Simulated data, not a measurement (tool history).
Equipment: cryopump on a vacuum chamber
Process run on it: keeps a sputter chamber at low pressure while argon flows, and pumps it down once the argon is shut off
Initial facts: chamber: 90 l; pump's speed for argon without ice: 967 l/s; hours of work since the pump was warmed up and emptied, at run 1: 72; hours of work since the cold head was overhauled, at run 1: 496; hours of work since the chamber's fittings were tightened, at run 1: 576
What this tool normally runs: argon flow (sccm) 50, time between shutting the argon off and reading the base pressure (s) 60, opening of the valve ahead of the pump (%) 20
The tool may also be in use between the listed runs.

run   hour  argon flow (sccm)  time between shutting the argon off and reading the base pressure (s)  opening of the valve ahead of the pump (%)  hours of work since the pump was warmed up and emptied  hours of work since the cold head was overhauled  hours of work since the chamber's fittings were tightened  pressure while argon flows (Pa)  pressure after the wait (uPa)
  1      0                 50                                                                     60                                          20                                                      72                                               496                                                        576                           0.4442                           1.96
  2   21.3                 50                                                                    229                                          20                                                      82                                               506                                                        586                           0.4421                           1.21
  3   41.2                 50                                                                    229                                          20                                                      92                                               516                                                        596                           0.4447                           1.24
  4   52.2                 59                                                                     60                                          20                                                      98                                               521                                                        601                           0.5245                           2.04
  5   68.6                 59                                                                     60                                          28                                                     106                                               529                                                        609                           0.3781                           2.04
  6   80.7                 50                                                                     60                                          20                                                     111                                               535                                                        615                           0.4442                           2.05
  7   95.4                 50                                                                     60                                          20                                                     119                                               543                                                        622                           0.4461                           2.01
  8  112.3                 20                                                                     60                                          20                                                     127                                               551                                                        631                           0.1798                           2.08
  9  136.2                 50                                                                     60                                          20                                                     139                                               563                                                        642                           0.4454                           2.12
 10  161.1                 50                                                                     60                                          20                                                     151                                               575                                                        655                           0.4465                           2.15
 11  171.5                 50                                                                     53                                          20                                                     156                                               580                                                        660                           0.4487                           2.35
 12  192.7                 50                                                                     53                                          20                                                     166                                               590                                                        670                           0.4503                           2.28
 13  205.6                 50                                                                     60                                          20                                                     173                                               597                                                        676                           0.4507                           2.18
 14  223.4                 50                                                                     60                                          20                                                     181                                               605                                                        685                           0.4493                            2.1
 15  238.6                 50                                                                     60                                          20                                                     189                                               613                                                        693                            0.452                           2.17
 16  251.4                 50                                                                     60                                          20                                                     195                                               619                                                        699                           0.4484                           2.24
 17  264.1                 50                                                                     60                                          20                                                     201                                               625                                                        705                           0.4501                           2.21
 18    280                 50                                                                     60                                          43                                                     209                                               633                                                        713                           0.2187                           2.23
 19  299.4                 84                                                                     85                                          16                                                     219                                               643                                                        722                           0.9466                           1.93
 20  311.2                 84                                                                     85                                          16                                                     224                                               648                                                        728                           0.9477                           1.91
 21  327.3                 71                                                                    104                                          20                                                     232                                               656                                                        736                            0.644                           1.74
 22  350.5                 50                                                                     25                                          20                                                     244                                               668                                                        747                           0.4517                           3.82
 23  370.1                 41                                                                     83                                          28                                                     253                                               677                                                        757                           0.2717                           2.01
 24  380.6                 92                                                                     60                                          42                                                     259                                               682                                                        762                           0.4158                            2.3
 25  400.8                 92                                                                     60                                          42                                                     268                                               692                                                        772                            0.415                           2.26
 26  412.6                 30                                                                     70                                          24                                                     274                                               698                                                        778                           0.2302                            2.1
 27  434.6                 24                                                                    177                                          56                                                     285                                               709                                                        789                           0.0845                           1.51
 28  445.3                 29                                                                     36                                          46                                                     290                                               714                                                        794                            0.121                           3.06
 29  464.5                 29                                                                     36                                          46                                                     300                                               724                                                        803                           0.1222                           3.09
 30  486.2                 29                                                                    122                                          42                                                     310                                               734                                                        814                           0.1338                           1.79
 31  506.2                 29                                                                    122                                          42                                                     320                                               744                                                        824                           0.1331                           1.89
 32  519.3                 29                                                                    122                                          42                                                     327                                               750                                                        830                           0.1352                           1.84
 33  538.3                 95                                                                     50                                          26                                                     336                                               760                                                        840                           0.6831                           2.71
 34  556.3                 94                                                                    188                                          15                                                     345                                               769                                                        848                           1.1386                           1.66

Results for each run, recomputed without the tool's hidden state and with each run's random variation untouched:
Hidden state at play: pump's speed, % of a pump's without ice; cold plate's temperature, K; leak into the chamber, uPa l/s; drift of the gauge itself on working_pa, %; drift of the gauge itself on base_upa, %.
run  pressure while argon flows (Pa)  pressure after the wait (uPa)
  1                           0.4383                            1.4
  2                           0.4357                           0.61
  3                           0.4378                           0.65
  4                           0.5159                           1.43
  5                            0.369                           1.43
  6                           0.4361                           1.43
  7                           0.4376                           1.38
  8                           0.1761                           1.43
  9                           0.4356                           1.46
 10                           0.4358                           1.46
 11                           0.4377                           1.63
 12                           0.4386                           1.58
 13                           0.4386                           1.45
 14                           0.4366                           1.39
 15                           0.4387                           1.44
 16                           0.4349                           1.47
 17                           0.4362                           1.45
 18                           0.2041                           1.45
 19                            0.921                           1.13
 20                           0.9214                            1.1
 21                           0.6209                           0.93
 22                           0.4348                           2.99
 23                           0.2572                           1.15
 24                           0.3824                           1.44
 25                           0.3805                            1.4
 26                           0.2186                           1.24
 27                           0.0749                           0.64
 28                           0.1091                           2.16
 29                           0.1099                           2.15
 30                           0.1209                           0.87
 31                           0.1199                            0.9
 32                           0.1215                           0.86
 33                           0.6372                           1.69
 34                           1.0917                           0.64
